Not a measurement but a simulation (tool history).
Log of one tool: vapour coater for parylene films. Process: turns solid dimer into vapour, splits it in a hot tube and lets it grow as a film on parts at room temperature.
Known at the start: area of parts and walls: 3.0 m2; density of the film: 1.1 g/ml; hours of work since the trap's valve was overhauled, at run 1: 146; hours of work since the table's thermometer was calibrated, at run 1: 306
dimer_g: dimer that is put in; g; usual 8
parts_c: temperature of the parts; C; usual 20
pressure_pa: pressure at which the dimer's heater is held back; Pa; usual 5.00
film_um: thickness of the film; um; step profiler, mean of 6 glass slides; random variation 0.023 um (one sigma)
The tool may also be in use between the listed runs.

run,day,dimer_g,parts_c,pressure_pa,hours of work since the trap's valve was overhauled,hours of work since the table's thermometer was calibrated,film_um
1,0.000,8,20,5.00,146,306,1.80
2,0.725,8,20,5.00,157,317,1.79
3,1.146,8,20,4.65,164,323,1.81
4,1.762,8,20,4.65,173,333,1.79
5,2.262,8,20,4.65,180,340,1.81
6,2.696,8,20,4.65,187,347,1.78

Run 7 comes next. What will it give?
7,3.075,3,13,2.93,192,352,?

{"run 7": {"film_um": 0.8}}
Without the tool's hidden state the same run would have given film_um 0.87 um.
